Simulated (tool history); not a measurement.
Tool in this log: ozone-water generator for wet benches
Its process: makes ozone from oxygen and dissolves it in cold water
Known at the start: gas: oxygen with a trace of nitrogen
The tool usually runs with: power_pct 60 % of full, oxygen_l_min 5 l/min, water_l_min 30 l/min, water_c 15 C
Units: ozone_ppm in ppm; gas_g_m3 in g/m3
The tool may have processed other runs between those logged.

run   hour  power_pct  oxygen_l_min  water_l_min  water_c  ozone_ppm  gas_g_m3
  1      0         60             5           30       15       11.3     154.4
  2   29.3         60             5           30       12       11.7     153.8
      36.8  -- water thermometer calibrated
  3   72.4         60             5           30       12       11.7     152.4
  4  100.9         60             5           30       12       11.8     155.2
  5  122.4         60             5           30       12       11.7     151.8
  6  163.7         60             5           30       15       11.5     154.2
  7  214.2         60             5           30       15       11.5     151.9
  8  249.1         60             5           30       15       11.6     151.6
  9  276.6         60             5           30       15       11.4     153.4
 10  314.8         60             5           30       15       11.5     152.2
 11  349.6         60             5           30       15       11.2     151.2
 12  399.7         60             5           30       15       11.4     151.9
 13  445.7         65          5.39           39       15        9.6     154.2
 14  468.9         78          5.02           18       13       20.2     173.3
 15  506.8         60          5.25           30       15       11.6     147.2
 16    530         60             5           37       10        9.7     152.1
 17  555.8         60          7.09           19       10       17.7     127.3
 18  591.3         60          7.09           19       10       17.7     126.5
 19  629.3         59          7.09           19       10       17.3     124.8
 20  670.5         59          7.09           34       19       10.1     124.7
 21  722.6         59          7.09           36        9       10.5     125.8
 22  744.8         54             5           23       15       13.1     141.6
 23    767         54             5           23       15       13.3     142.5
 24  800.6         98             5           20       15       20.2     193.8

3 options for the next run, each taken on its own from the tool as it stands now. Forecast them:
  A   825         41             5           20       15          ?         ?
  B   825         60             5           31       15          ?         ?
  C   825         98             5           30       14          ?         ?

run  ozone_ppm  gas_g_m3
  A       12.4     122.5
  B       10.9     150.7
  C       14.6     196.4
Take away the tool's hidden state, keep each run's random variation, and the runs would have read:
run  ozone_ppm  gas_g_m3
  A       13.3     126.2
  B       11.7     156.5
  C       15.9     206.4
